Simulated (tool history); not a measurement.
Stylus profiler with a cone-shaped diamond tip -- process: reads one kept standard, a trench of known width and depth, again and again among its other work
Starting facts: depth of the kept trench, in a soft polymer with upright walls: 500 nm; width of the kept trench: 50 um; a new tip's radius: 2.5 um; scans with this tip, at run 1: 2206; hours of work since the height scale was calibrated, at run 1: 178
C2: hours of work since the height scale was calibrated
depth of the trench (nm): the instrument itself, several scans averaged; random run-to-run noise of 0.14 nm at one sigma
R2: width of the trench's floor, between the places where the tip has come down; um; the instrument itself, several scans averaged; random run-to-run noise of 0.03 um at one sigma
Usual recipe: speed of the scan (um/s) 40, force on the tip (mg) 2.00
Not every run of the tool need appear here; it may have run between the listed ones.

{"run": 1, "hour": 0.0, "speed of the scan (um/s)": 40, "force on the tip (mg)": 2.0, "scans with this tip": 2206, "C2": 178, "depth of the trench (nm)": 505.05, "R2": 46.69}
{"run": 2, "hour": 95.4, "speed of the scan (um/s)": 40, "force on the tip (mg)": 2.0, "scans with this tip": 2792, "C2": 226, "depth of the trench (nm)": 505.52, "R2": 46.66}
{"run": 3, "hour": 211.6, "speed of the scan (um/s)": 40, "force on the tip (mg)": 1.41, "scans with this tip": 3507, "C2": 283, "depth of the trench (nm)": 504.64, "R2": 46.54}
{"run": 4, "hour": 326.6, "speed of the scan (um/s)": 40, "force on the tip (mg)": 1.41, "scans with this tip": 4214, "C2": 340, "depth of the trench (nm)": 504.72, "R2": 46.47}
{"run": 5, "hour": 425.4, "speed of the scan (um/s)": 40, "force on the tip (mg)": 1.41, "scans with this tip": 4822, "C2": 390, "depth of the trench (nm)": 504.68, "R2": 46.43}
{"run": 6, "hour": 496.8, "speed of the scan (um/s)": 40, "force on the tip (mg)": 1.41, "scans with this tip": 5261, "C2": 425, "depth of the trench (nm)": 505.32, "R2": 46.35}
{"hour": 504.1, "done": "height scale calibrated on a step standard"}
{"run": 7, "hour": 567.9, "speed of the scan (um/s)": 40, "force on the tip (mg)": 1.15, "scans with this tip": 5696, "C2": 32, "depth of the trench (nm)": 504.76, "R2": 46.34}
{"run": 8, "hour": 670.3, "speed of the scan (um/s)": 45, "force on the tip (mg)": 2.0, "scans with this tip": 6325, "C2": 83, "depth of the trench (nm)": 506.47, "R2": 46.35}
{"run": 9, "hour": 785.2, "speed of the scan (um/s)": 40, "force on the tip (mg)": 2.0, "scans with this tip": 7032, "C2": 140, "depth of the trench (nm)": 506.51, "R2": 46.25}
{"run": 10, "hour": 886.6, "speed of the scan (um/s)": 40, "force on the tip (mg)": 2.0, "scans with this tip": 7656, "C2": 190, "depth of the trench (nm)": 506.67, "R2": 46.21}
{"run": 11, "hour": 947.9, "speed of the scan (um/s)": 40, "force on the tip (mg)": 2.0, "scans with this tip": 8033, "C2": 221, "depth of the trench (nm)": 506.58, "R2": 46.18}
{"run": 12, "hour": 997.0, "speed of the scan (um/s)": 40, "force on the tip (mg)": 2.0, "scans with this tip": 8334, "C2": 245, "depth of the trench (nm)": 506.58, "R2": 46.21}
{"run": 13, "hour": 1072.6, "speed of the scan (um/s)": 63, "force on the tip (mg)": 0.86, "scans with this tip": 8800, "C2": 283, "depth of the trench (nm)": 504.63, "R2": 45.97}
{"run": 14, "hour": 1134.2, "speed of the scan (um/s)": 16, "force on the tip (mg)": 1.03, "scans with this tip": 9179, "C2": 313, "depth of the trench (nm)": 505.02, "R2": 46.18}
{"hour": 1142.8, "done": "height scale calibrated on a step standard, once more"}
{"run": 15, "hour": 1236.0, "speed of the scan (um/s)": 48, "force on the tip (mg)": 4.42, "scans with this tip": 9802, "C2": 46, "depth of the trench (nm)": 508.2, "R2": 46.09}
{"run": 16, "hour": 1324.6, "speed of the scan (um/s)": 104, "force on the tip (mg)": 4.53, "scans with this tip": 10347, "C2": 90, "depth of the trench (nm)": 508.98, "R2": 45.93}
{"run": 17, "hour": 1376.2, "speed of the scan (um/s)": 40, "force on the tip (mg)": 2.8, "scans with this tip": 10664, "C2": 116, "depth of the trench (nm)": 506.54, "R2": 46.04}
{"run": 18, "hour": 1427.9, "speed of the scan (um/s)": 74, "force on the tip (mg)": 1.86, "scans with this tip": 10982, "C2": 142, "depth of the trench (nm)": 505.04, "R2": 45.88}
{"run": 19, "hour": 1501.1, "speed of the scan (um/s)": 74, "force on the tip (mg)": 3.07, "scans with this tip": 11432, "C2": 178, "depth of the trench (nm)": 506.71, "R2": 45.9}
{"run": 20, "hour": 1595.8, "speed of the scan (um/s)": 15, "force on the tip (mg)": 2.68, "scans with this tip": 12015, "C2": 225, "depth of the trench (nm)": 506.33, "R2": 46.01}
{"run": 21, "hour": 1657.0, "speed of the scan (um/s)": 40, "force on the tip (mg)": 5.37, "scans with this tip": 12391, "C2": 256, "depth of the trench (nm)": 509.97, "R2": 45.94}

For some of the steps in depth of the trench (nm) from one run to the next: how much would appear even if the tool had no hidden state, given the settings, what came in and random variation, and how much remains for the hidden state plus any gauge scatter that the measured result and the result without hidden state don't share?
The tool's hidden condition here consists of: radius of the tip, um; height scale over the true one, %; drift of the gauge itself on depth_nm, %; drift of the gauge itself on floor_um, %.
Run 6 -> 7: force on the tip (mg) 1.41 -> 1.15, height scale calibrated on a step standard. depth of the trench (nm) -0.56: hidden state +0.39, all else -0.95.
Run 14 -> 15: speed of the scan (um/s) 16 -> 48, force on the tip (mg) 1.03 -> 4.42, height scale calibrated on a step standard, once more. depth of the trench (nm) +3.18: hidden state -1.83, all else +5.01.
Run 20 -> 21: speed of the scan (um/s) 15 -> 40, force on the tip (mg) 2.68 -> 5.37. depth of the trench (nm) +3.64: hidden state +0.07, all else +3.57.
